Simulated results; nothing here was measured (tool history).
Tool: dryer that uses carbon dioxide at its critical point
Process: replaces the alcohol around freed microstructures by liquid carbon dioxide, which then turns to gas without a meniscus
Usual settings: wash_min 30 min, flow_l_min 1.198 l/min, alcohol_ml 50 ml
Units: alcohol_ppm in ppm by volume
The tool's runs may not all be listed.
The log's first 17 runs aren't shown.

| run | hour | wash_min | flow_l_min | alcohol_ml | alcohol_ppm |
|---|---|---|---|---|---|
| 18 | 114.9 | 30 | 1.198 | 118 | 23 |
| 19 | 124.5 | 44 | 1.198 | 50 | 32 |
| 20 | 130.0 | 44 | 1.198 | 50 | 13 |
| 21 | 135.6 | 27 | 0.820 | 49 | 90 |
| 22 | 139.6 | 19 | 1.198 | 46 | 87 |
| 23 | 149.1 | 19 | 1.198 | 70 | 106 |
| 24 | 157.1 | 38 | 1.198 | 81 | 29 |
| 25 | 162.5 | 38 | 1.198 | 81 | 31 |
| 26 | 171.1 | 38 | 1.198 | 81 | 36 |
| 27 | 177.2 | 38 | 1.198 | 81 | 29 |
| 28 | 181.7 | 27 | 1.198 | 73 | 34 |
| 29 | 188.2 | 30 | 1.160 | 50 | 38 |
| 30 | 193.5 | 30 | 1.160 | 50 | 35 |
| 31 | 201.1 | 27 | 0.890 | 48 | 76 |
| 32 | 205.3 | 28 | 1.700 | 26 | 38 |
| 33 | 213.0 | 48 | 1.198 | 80 | 31 |
| 34 | 221.5 | 48 | 1.198 | 80 | 43 |
| 35 | 229.0 | 30 | 1.130 | 79 | 40 |
| 36 | 238.7 | 38 | 0.860 | 50 | 51 |
| 37 | 245.1 | 38 | 0.860 | 50 | 40 |
| 38 | 253.2 | 41 | 0.860 | 21 | 31 |
| 39 | 261.4 | 31 | 1.490 | 48 | 42 |

Forecast each of these 4 alternatives for the next run:
| A | 267.9 | 45 | 1.080 | 23 | ? |
| B | 267.9 | 24 | 1.130 | 50 | ? |
| C | 267.9 | 22 | 1.198 | 87 | ? |
| D | 267.9 | 31 | 1.240 | 46 | ? |

| run | alcohol_ppm |
|---|---|
| A | 43 |
| B | 62 |
| C | 86 |
| D | 32 |
Without the tool's hidden state the same runs would have given:
| run | alcohol_ppm |
|---|---|
| A | 8 |
| B | 20 |
| C | 38 |
| D | 0 |

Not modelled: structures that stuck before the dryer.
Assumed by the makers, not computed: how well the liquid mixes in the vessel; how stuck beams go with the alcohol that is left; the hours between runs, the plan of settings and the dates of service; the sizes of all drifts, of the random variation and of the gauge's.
